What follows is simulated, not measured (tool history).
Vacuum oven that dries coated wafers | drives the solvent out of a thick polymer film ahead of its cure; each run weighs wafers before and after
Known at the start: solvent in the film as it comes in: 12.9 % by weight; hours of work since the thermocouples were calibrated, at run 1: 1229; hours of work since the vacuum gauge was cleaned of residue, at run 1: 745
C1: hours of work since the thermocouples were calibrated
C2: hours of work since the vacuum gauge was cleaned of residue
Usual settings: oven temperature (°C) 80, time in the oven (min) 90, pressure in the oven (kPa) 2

Run 1, hour 0: usual settings; C1 1229; C2 745. Result: solvent left in the film (%) 2.66.
Run 2, hour 16: usual settings; C1 1240; C2 756. Result: solvent left in the film (%) 2.64.
Run 3, hour 31.5: usual settings; C1 1251; C2 767. Result: solvent left in the film (%) 2.65.
Run 4, hour 57.9: usual settings; C1 1269; C2 786. Result: solvent left in the film (%) 2.67.
Run 5, hour 74: usual settings; C1 1281; C2 797. Result: solvent left in the film (%) 2.65.
Run 6, hour 96.5: usual settings but pressure in the oven (kPa) 1.08; C1 1296; C2 813. Result: solvent left in the film (%) 2.44.
Run 7, hour 134.4: usual settings; C1 1323; C2 839. Result: solvent left in the film (%) 2.62.
Run 8, hour 168.8: usual settings; C1 1347; C2 863. Result: solvent left in the film (%) 2.65.
Run 9, hour 206.5: usual settings; C1 1373; C2 890. Result: solvent left in the film (%) 2.68.
Run 10, hour 240.8: usual settings; C1 1397; C2 914. Result: solvent left in the film (%) 2.64.
At hour 264.4: oven's thermocouples calibrated.
Run 11, hour 274.6: usual settings; C1 7; C2 936. Result: solvent left in the film (%) 2.64.
Run 12, hour 310.4: usual settings; C1 32; C2 961. Result: solvent left in the film (%) 2.66.
Run 13, hour 336.5: usual settings; C1 50; C2 979. Result: solvent left in the film (%) 2.68.
Run 14, hour 359.5: usual settings; C1 67; C2 995. Result: solvent left in the film (%) 2.66.
Run 15, hour 384: usual settings but pressure in the oven (kPa) 6.43; C1 84; C2 1012. Result: solvent left in the film (%) 3.87.
Run 16, hour 399.9: usual settings; C1 95; C2 1023. Result: solvent left in the film (%) 2.67.
Run 17, hour 428.1: usual settings; C1 115; C2 1043. Result: solvent left in the film (%) 2.68.
Run 18, hour 451.2: usual settings; C1 131; C2 1059. Result: solvent left in the film (%) 2.69.
Run 19, hour 472.9: usual settings but oven temperature (°C) 76; C1 146; C2 1075. Result: solvent left in the film (%) 3.56.
Run 20, hour 495.2: usual settings but oven temperature (°C) 76; C1 161; C2 1090. Result: solvent left in the film (%) 3.6.
Run 21, hour 527.9: usual settings but oven temperature (°C) 76; C1 184; C2 1113. Result: solvent left in the film (%) 3.59.
Run 22, hour 557.7: usual settings but oven temperature (°C) 76; C1 205; C2 1134. Result: solvent left in the film (%) 3.59.
Run 23, hour 580.1: usual settings but oven temperature (°C) 76; C1 221; C2 1150. Result: solvent left in the film (%) 3.56.
Run 24, hour 615: usual settings; C1 245; C2 1174. Result: solvent left in the film (%) 2.64.
Run 25, hour 637.8: usual settings; C1 261; C2 1190. Result: solvent left in the film (%) 2.68.
Run 26, hour 667.4: usual settings; C1 282; C2 1211. Result: solvent left in the film (%) 2.65.
Run 27, hour 688.1: usual settings but oven temperature (°C) 76, pressure in the oven (kPa) 6.94; C1 296; C2 1225. Result: solvent left in the film (%) 4.98.
Run 28, hour 718.3: usual settings but oven temperature (°C) 76, time in the oven (min) 147; C1 318; C2 1246. Result: solvent left in the film (%) 2.01.
Run 29, hour 746.1: usual settings but oven temperature (°C) 76, time in the oven (min) 147; C1 337; C2 1266. Result: solvent left in the film (%) 2.04.
Run 30, hour 765.4: usual settings but oven temperature (°C) 76, time in the oven (min) 147; C1 351; C2 1279. Result: solvent left in the film (%) 2.02.
Run 31, hour 800: usual settings but oven temperature (°C) 76, time in the oven (min) 141, pressure in the oven (kPa) 1.39; C1 375; C2 1303. Result: solvent left in the film (%) 1.94.
Run 32, hour 821: usual settings but oven temperature (°C) 76, time in the oven (min) 141, pressure in the oven (kPa) 1.39; C1 389; C2 1318. Result: solvent left in the film (%) 1.93.
Run 33, hour 838.5: usual settings but oven temperature (°C) 68, time in the oven (min) 132, pressure in the oven (kPa) 6.98; C1 402; C2 1330. Result: solvent left in the film (%) 6.14.
Run 34, hour 854.7: usual settings but oven temperature (°C) 70, time in the oven (min) 132, pressure in the oven (kPa) 3.07; C1 413; C2 1342. Result: solvent left in the film (%) 4.09.
Run 35, hour 874.6: usual settings but oven temperature (°C) 70, time in the oven (min) 132, pressure in the oven (kPa) 3.07; C1 427; C2 1356. Result: solvent left in the film (%) 4.12.
Run 36, hour 905: usual settings but oven temperature (°C) 88, time in the oven (min) 135, pressure in the oven (kPa) 1.34; C1 448; C2 1377. Result: solvent left in the film (%) 0.55.
Run 37, hour 922.3: usual settings but oven temperature (°C) 79, time in the oven (min) 67, pressure in the oven (kPa) 4.08; C1 460; C2 1389. Result: solvent left in the film (%) 4.4.
Run 38, hour 945.9: usual settings but oven temperature (°C) 67, pressure in the oven (kPa) 1.68; C1 477; C2 1405. Result: solvent left in the film (%) 5.7.
Run 39, hour 980.7: usual settings but oven temperature (°C) 67, pressure in the oven (kPa) 1.68; C1 501; C2 1430. Result: solvent left in the film (%) 5.69.
Run 40, hour 1001.6: usual settings but oven temperature (°C) 86, time in the oven (min) 66, pressure in the oven (kPa) 1.68; C1 516; C2 1444. Result: solvent left in the film (%) 2.36.
Run 41, hour 1035: usual settings but oven temperature (°C) 73, time in the oven (min) 144, pressure in the oven (kPa) 3.29; C1 539; C2 1468. Result: solvent left in the film (%) 3.18.
Run 42, hour 1072.1: usual settings but oven temperature (°C) 73, time in the oven (min) 144, pressure in the oven (kPa) 3.29; C1 565; C2 1494. Result: solvent left in the film (%) 3.19.
Run 43, hour 1108.8: usual settings but oven temperature (°C) 79, time in the oven (min) 116, pressure in the oven (kPa) 2.17; C1 591; C2 1519. Result: solvent left in the film (%) 2.14.
Run 44, hour 1127.5: usual settings but oven temperature (°C) 79, time in the oven (min) 116, pressure in the oven (kPa) 2.17; C1 604; C2 1533. Result: solvent left in the film (%) 2.13.
Run 45, hour 1149.2: usual settings but oven temperature (°C) 73, time in the oven (min) 72; C1 619; C2 1548. Result: solvent left in the film (%) 5.12.
Run 46, hour 1180.2: usual settings but oven temperature (°C) 92; C1 641; C2 1569. Result: solvent left in the film (%) 0.81.
Run 47, hour 1212.1: usual settings but oven temperature (°C) 82, time in the oven (min) 54, pressure in the oven (kPa) 6.57; C1 663; C2 1592. Result: solvent left in the film (%) 4.97.

Forecast each of these 4 alternatives for the next run:
Run A, hour 1240.6: usual settings but oven temperature (°C) 82, time in the oven (min) 50, pressure in the oven (kPa) 6.57; C1 683; C2 1612. Result: solvent left in the film (%) ?.
Run B, hour 1240.6: usual settings but oven temperature (°C) 82, time in the oven (min) 159, pressure in the oven (kPa) 6.57; C1 683; C2 1612. Result: solvent left in the film (%) ?.
Run C, hour 1240.6: usual settings but oven temperature (°C) 67, time in the oven (min) 92, pressure in the oven (kPa) 1.36; C1 683; C2 1612. Result: solvent left in the film (%) ?.
Run D, hour 1240.6: usual settings but oven temperature (°C) 82, time in the oven (min) 91, pressure in the oven (kPa) 5.09; C1 683; C2 1612. Result: solvent left in the film (%) ?.

run  solvent left in the film (%)
  A                           5.2
  B                          2.29
  C                          5.52
  D                          2.99
Without the tool's hidden state the same runs would have given:
run  solvent left in the film (%)
  A                          5.21
  B                          2.28
  C                          5.52
  D                          2.99
